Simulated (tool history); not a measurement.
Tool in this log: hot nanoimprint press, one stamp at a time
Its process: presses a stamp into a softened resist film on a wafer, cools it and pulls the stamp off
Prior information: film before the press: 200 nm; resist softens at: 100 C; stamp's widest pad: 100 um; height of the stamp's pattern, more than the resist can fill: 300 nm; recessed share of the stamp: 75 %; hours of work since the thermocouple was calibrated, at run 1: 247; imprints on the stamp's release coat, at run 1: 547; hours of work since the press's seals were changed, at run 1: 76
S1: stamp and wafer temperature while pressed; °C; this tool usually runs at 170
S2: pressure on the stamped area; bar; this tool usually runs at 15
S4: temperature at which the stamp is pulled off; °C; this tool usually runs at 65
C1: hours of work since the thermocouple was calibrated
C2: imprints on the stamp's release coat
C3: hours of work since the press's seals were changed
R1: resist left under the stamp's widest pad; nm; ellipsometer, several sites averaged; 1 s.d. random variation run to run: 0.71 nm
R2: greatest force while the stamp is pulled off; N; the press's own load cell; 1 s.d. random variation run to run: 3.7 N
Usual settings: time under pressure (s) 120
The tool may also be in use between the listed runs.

Run 1, day 0: usual settings; C1 247; C2 547; C3 76. Result: R1 82.6 nm, R2 214 N.
Run 2, day 4.262: usual settings; C1 290; C2 858; C3 119. Result: R1 84.2 nm, R2 213 N.
Run 3, day 7.417: usual settings; C1 322; C2 1088; C3 151. Result: R1 82.8 nm, R2 209 N.
Run 4, day 9.683: usual settings; C1 345; C2 1254; C3 174. Result: R1 84.5 nm, R2 207 N.
Run 5, day 12.1: usual settings; C1 369; C2 1431; C3 198. Result: R1 82.6 nm, R2 215 N.
Run 6, day 14.179: usual settings; C1 390; C2 1582; C3 219. Result: R1 83 nm, R2 209 N.
Run 7, day 16.067: usual settings but S2 18.5 bar; C1 410; C2 1721; C3 238. Result: R1 76.1 nm, R2 215 N.
At day 17.246: stamp cleaned and given a new release coat.
Run 8, day 18.762: usual settings but S2 18.5 bar; C1 434; C2 111; C3 263. Result: R1 76.8 nm, R2 213 N.
Run 9, day 22.708: usual settings but S2 18.5 bar; C1 474; C2 399; C3 303. Result: R1 75.7 nm, R2 208 N.
Run 10, day 26.483: usual settings but S2 17.7 bar; C1 512; C2 675; C3 341. Result: R1 77.6 nm, R2 218 N.
At day 29.279: plate thermocouple calibrated.
Run 11, day 29.404: usual settings but S2 17.7 bar; C1 1; C2 880; C3 369. Result: R1 78.8 nm, R2 208 N.

For run 12, what comes out?
Run 12, day 31.442: usual settings but S2 11.5 bar; C1 22; C2 1028; C3 390. Result: R1 ?, R2 ?.

R1: 94.1 nm
R2: 214 N
If the tool had no hidden condition, the same run with the same run-to-run variation would have returned R1 94.1 nm, R2 213 N.
